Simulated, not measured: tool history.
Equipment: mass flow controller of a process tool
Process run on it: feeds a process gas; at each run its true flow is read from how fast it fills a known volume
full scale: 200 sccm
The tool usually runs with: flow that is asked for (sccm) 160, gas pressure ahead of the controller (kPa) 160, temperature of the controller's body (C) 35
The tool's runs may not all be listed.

run    hour  flow that is asked for (sccm)  gas pressure ahead of the controller (kPa)  temperature of the controller's body (C)  true flow (%)
  1     0.0                            160                                         160                                        35          98.97
  2   387.4                            160                                         160                                        35          99.07
  3   905.4                            160                                         160                                        35          99.16
  4  1307.5                            160                                         160                                        24          99.93
  5  1861.0                             22                                         160                                        24         101.17
  6  2410.9                             22                                         175                                        24         101.73
  7  2920.2                            193                                         175                                        24         100.88
  8  3327.5                            160                                         160                                        35          99.66
  9  3857.0                            160                                         160                                        35          99.71
 10  4273.0                             27                                         168                                        31         101.76
 11  4815.8                             27                                         168                                        31         102.24
 12  5045.9                            160                                         160                                        21         100.92
 13  5365.4                            160                                         160                                        29         100.39
 14  5878.8                             99                                         160                                        21         100.67
 15  6362.6                            160                                         279                                        35         101.19
 16  6738.1                            160                                         279                                        35         101.20
 17  7239.5                            160                                         279                                        35         101.34
 18  7662.7                             82                                         264                                        35         101.14

Alternative continuations, all from the tool just after run 18; predict every row:
  A  8009.0                             24                                         146                                        37              ?
  B  8009.0                            189                                         160                                        35              ?
  C  8009.0                             82                                         264                                        29              ?

run  true flow (%)
  A         104.91
  B         100.88
  C         101.68
Had the tool no hidden state, the same runs would have come out as:
run  true flow (%)
  A          95.95
  B          98.88
  C          98.35
